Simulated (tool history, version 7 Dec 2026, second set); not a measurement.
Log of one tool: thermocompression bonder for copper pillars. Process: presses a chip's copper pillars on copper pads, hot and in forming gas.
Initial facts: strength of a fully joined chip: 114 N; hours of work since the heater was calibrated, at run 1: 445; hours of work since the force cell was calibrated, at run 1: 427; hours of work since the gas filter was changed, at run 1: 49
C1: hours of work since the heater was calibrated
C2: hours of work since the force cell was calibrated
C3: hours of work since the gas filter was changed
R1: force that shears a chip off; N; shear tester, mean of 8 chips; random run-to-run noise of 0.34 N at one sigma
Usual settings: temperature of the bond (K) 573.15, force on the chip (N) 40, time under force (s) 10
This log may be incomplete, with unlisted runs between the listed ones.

run 1 hour=0.0 | temperature_of_the_bond_(K)=573.15 force_on_the_chip_(N)=40 time_under_force_(s)=10 | C1=445 C2=427 C3=49 | R1=78.1
run 2 hour=17.5 | temperature_of_the_bond_(K)=573.15 force_on_the_chip_(N)=40 time_under_force_(s)=10 | C1=455 C2=437 C3=59 | R1=77.6
run 3 hour=31.2 | temperature_of_the_bond_(K)=573.15 force_on_the_chip_(N)=40 time_under_force_(s)=10 | C1=463 C2=445 C3=67 | R1=77.5
run 4 hour=44.8 | temperature_of_the_bond_(K)=573.15 force_on_the_chip_(N)=37 time_under_force_(s)=10 | C1=471 C2=453 C3=75 | R1=74.4
run 5 hour=59.4 | temperature_of_the_bond_(K)=573.15 force_on_the_chip_(N)=38 time_under_force_(s)=10 | C1=479 C2=461 C3=83 | R1=75.4
run 6 hour=73.8 | temperature_of_the_bond_(K)=573.15 force_on_the_chip_(N)=38 time_under_force_(s)=10 | C1=487 C2=470 C3=91 | R1=74.6

Estimate the outcome of run 7 from the log above:
run 7 hour=93.7 | temperature_of_the_bond_(K)=573.15 force_on_the_chip_(N)=38 time_under_force_(s)=10 | C1=499 C2=481 C3=103 | R1=?

{"run 7": {"R1": 74.7}}
If the tool had no hidden condition, the same run with the same run-to-run variation would have returned R1 79.3 N.

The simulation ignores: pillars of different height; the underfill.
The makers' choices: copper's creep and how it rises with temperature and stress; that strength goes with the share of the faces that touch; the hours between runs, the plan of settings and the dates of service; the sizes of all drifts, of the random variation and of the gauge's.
